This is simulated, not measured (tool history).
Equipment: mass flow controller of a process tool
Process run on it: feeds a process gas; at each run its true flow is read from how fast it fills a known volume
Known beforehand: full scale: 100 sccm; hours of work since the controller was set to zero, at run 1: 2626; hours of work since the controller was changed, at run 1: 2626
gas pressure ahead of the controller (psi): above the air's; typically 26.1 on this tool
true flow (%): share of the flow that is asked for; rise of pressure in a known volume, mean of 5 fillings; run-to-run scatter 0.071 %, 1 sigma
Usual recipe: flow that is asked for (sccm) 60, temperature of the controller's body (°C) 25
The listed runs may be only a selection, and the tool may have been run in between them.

| run | day | flow that is asked for (sccm) | gas pressure ahead of the controller (psi) | temperature of the controller's body (°C) | hours of work since the controller was set to zero | hours of work since the controller was changed | true flow (%) |
|---|---|---|---|---|---|---|---|
| 1 | 0.000 | 60 | 26.1 | 25 | 2626 | 2626 | 98.18 |
| 2 | 8.233 | 60 | 26.1 | 25 | 2754 | 2754 | 98.15 |
| 3 | 12.212 | 37 | 26.1 | 25 | 2815 | 2815 | 97.57 |
| 4 | 17.621 | 18 | 26.1 | 25 | 2899 | 2899 | 96.26 |
| 5 | 24.812 | 60 | 26.1 | 25 | 3010 | 3010 | 98.16 |
| 6 | 30.025 | 60 | 26.1 | 25 | 3091 | 3091 | 98.02 |
| 7 | 37.600 | 60 | 26.1 | 25 | 3208 | 3208 | 98.00 |
| 8 | 42.846 | 60 | 26.1 | 25 | 3289 | 3289 | 97.93 |
| 9 | 49.700 | 60 | 37.0 | 25 | 3395 | 3395 | 98.26 |
| 10 | 58.679 | 60 | 37.0 | 25 | 3534 | 3534 | 97.88 |
| 11 | 62.450 | 60 | 37.0 | 25 | 3592 | 3592 | 98.02 |
| 12 | 68.742 | 60 | 37.0 | 25 | 3689 | 3689 | 97.85 |
| 13 | 76.212 | 60 | 27.1 | 25 | 3805 | 3805 | 97.65 |
| 14 | 83.658 | 60 | 27.1 | 25 | 3920 | 3920 | 97.50 |
| 15 | 89.258 | 60 | 26.1 | 34 | 4007 | 4007 | 97.35 |
| 16 | 97.221 | 60 | 26.1 | 34 | 4130 | 4130 | 97.35 |
| 17 | 105.325 | 15 | 26.1 | 34 | 4255 | 4255 | 94.26 |
| 18 | 111.954 | 15 | 26.1 | 36 | 4357 | 4357 | 94.16 |
| 19 | 117.558 | 15 | 26.1 | 36 | 4444 | 4444 | 94.11 |
| 20 | 125.100 | 15 | 26.1 | 36 | 4561 | 4561 | 93.97 |
| 21 | 132.896 | 60 | 37.7 | 25 | 4681 | 4681 | 97.54 |
| 22 | 139.958 | 60 | 37.7 | 25 | 4791 | 4791 | 97.44 |
|  | 146.492 | controller's zero set anew |
| 23 | 148.571 | 60 | 29.3 | 25 | 32 | 4923 | 98.03 |
| 24 | 154.058 | 48 | 29.3 | 25 | 117 | 5008 | 98.00 |
| 25 | 158.621 | 48 | 29.3 | 25 | 188 | 5079 | 98.11 |
| 26 | 166.917 | 18 | 29.3 | 33 | 316 | 5207 | 97.17 |
| 27 | 175.167 | 18 | 29.3 | 33 | 443 | 5335 | 97.13 |
| 28 | 184.021 | 37 | 23.1 | 24 | 580 | 5472 | 97.41 |
| 29 | 190.125 | 65 | 37.3 | 26 | 675 | 5566 | 98.05 |
| 30 | 197.996 | 20 | 23.1 | 26 | 796 | 5688 | 97.06 |
| 31 | 204.071 | 15 | 23.1 | 24 | 890 | 5782 | 96.64 |
| 32 | 208.938 | 15 | 26.1 | 29 | 966 | 5857 | 96.52 |
| 33 | 214.562 | 17 | 22.8 | 29 | 1053 | 5944 | 96.49 |
| 34 | 221.383 | 11 | 29.2 | 31 | 1158 | 6049 | 95.91 |
| 35 | 226.142 | 11 | 29.2 | 31 | 1232 | 6123 | 95.82 |
| 36 | 231.892 | 11 | 29.2 | 31 | 1321 | 6212 | 95.75 |
| 37 | 236.479 | 60 | 26.1 | 33 | 1391 | 6283 | 97.25 |
| 38 | 241.883 | 23 | 21.0 | 20 | 1475 | 6366 | 96.64 |
| 39 | 247.071 | 20 | 32.9 | 28 | 1555 | 6446 | 96.39 |
| 40 | 253.808 | 13 | 27.4 | 32 | 1659 | 6551 | 95.63 |
| 41 | 261.562 | 38 | 37.6 | 32 | 1779 | 6670 | 96.75 |
| 42 | 269.579 | 38 | 37.6 | 38 | 1903 | 6794 | 96.80 |
| 43 | 277.021 | 60 | 21.2 | 40 | 2018 | 6910 | 96.68 |
| 44 | 282.196 | 36 | 26.7 | 23 | 2098 | 6990 | 96.57 |
| 45 | 288.854 | 36 | 26.7 | 23 | 2201 | 7092 | 96.59 |

Pick out some run-to-run changes in true flow (%). Of each, how much would a tool without hidden state show as well, from the settings, what came in and chance, and how much is left for the hidden state and any gauge scatter not in both results compared?
Unlogged tool condition in this case: flow at rest that the sensor doesn't see, % of full scale; true flow over the shown one, %; drift of the gauge itself on true_pct, %.
Run 4 -> 5: flow that is asked for (sccm) 18 -> 60. true flow (%) +1.90: hidden state +1.38, all else +0.52.
Run 16 -> 17: flow that is asked for (sccm) 60 -> 15. true flow (%) -3.09: hidden state -2.57, all else -0.52.
Run 20 -> 21: flow that is asked for (sccm) 15 -> 60, gas pressure ahead of the controller (psi) 26.1 -> 37.7, temperature of the controller's body (°C) 36 -> 25. true flow (%) +3.57: hidden state +2.60, all else +0.97.

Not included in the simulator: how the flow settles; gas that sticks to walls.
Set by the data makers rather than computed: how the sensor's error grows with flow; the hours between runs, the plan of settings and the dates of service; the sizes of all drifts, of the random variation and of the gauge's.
